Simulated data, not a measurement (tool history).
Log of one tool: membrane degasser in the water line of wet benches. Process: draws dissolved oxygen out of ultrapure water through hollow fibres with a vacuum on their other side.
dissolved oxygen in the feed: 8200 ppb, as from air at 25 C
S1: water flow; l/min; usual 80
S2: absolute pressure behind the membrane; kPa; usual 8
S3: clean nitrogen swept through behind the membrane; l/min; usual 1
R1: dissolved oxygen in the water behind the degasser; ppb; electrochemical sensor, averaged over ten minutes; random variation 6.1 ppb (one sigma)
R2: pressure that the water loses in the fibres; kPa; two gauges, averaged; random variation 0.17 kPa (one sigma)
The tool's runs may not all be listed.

run     day   S1     S2    S3     R1     R2
  1       0   80      8     1  603.1  26.67
  2    3.85   80      8  0.62  799.1  26.86
  3   6.871   80      8  0.62  796.3  26.62
  4  10.358   80      8  0.62  804.8  26.75
  5  13.054   80      8   0.4  999.5  26.89
  6  15.583   80      8   0.4  994.8  26.92
  7  18.546   57  13.96   2.2  573.1   19.2
  8  21.562  100      8  2.06    441  33.83

Forecast run 9:
  9  24.567  93  17.72   1   ?   ?

Run 9 gave R1 1795.6 ppb, R2 31.4 kPa.
Without the tool's hidden state the same run would have given R1 1800 ppb, R2 30.71 kPa.
